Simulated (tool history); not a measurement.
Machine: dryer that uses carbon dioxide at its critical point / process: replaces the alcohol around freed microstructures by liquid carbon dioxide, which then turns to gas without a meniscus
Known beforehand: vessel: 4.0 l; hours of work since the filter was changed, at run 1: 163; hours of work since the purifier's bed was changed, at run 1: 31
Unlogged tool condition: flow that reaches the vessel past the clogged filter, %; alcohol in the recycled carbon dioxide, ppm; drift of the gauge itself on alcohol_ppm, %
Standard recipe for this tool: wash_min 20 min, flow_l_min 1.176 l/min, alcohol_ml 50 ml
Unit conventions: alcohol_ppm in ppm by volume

run,day,wash_min,flow_l_min,alcohol_ml,hours of work since the filter was changed,hours of work since the purifier's bed was changed,alcohol_ppm
1,0.000,20,1.176,50,163,31,241
2,0.267,20,1.176,50,167,34,247
3,0.425,20,1.176,50,169,36,232
4,0.633,20,1.176,72,171,38,333
5,0.812,20,1.176,72,174,41,333
6,1.146,20,1.176,72,178,45,344
7,1.300,20,1.176,72,180,47,340
8,1.621,20,1.176,72,184,51,350
9,1.792,20,1.176,89,186,53,416
10,2.067,20,1.176,89,189,56,425
11,2.254,20,1.176,89,192,59,436
12,2.462,20,0.930,50,194,61,531
13,2.704,13,0.930,89,197,64,2931
14,3.033,31,1.720,34,201,68,13

Below are 4 alternative next runs, each starting from the tool's condition after run 14. Predict each:
A,3.354,12,0.810,113,205,72,?
B,3.354,21,1.130,26,205,72,?
C,3.354,13,1.520,34,205,72,?
D,3.354,20,1.540,50,205,72,?

run,alcohol_ppm
A,5336
B,129
C,319
D,93
What these runs would have given with no unlogged condition in the tool:
run,alcohol_ppm
A,4893
B,96
C,261
D,64
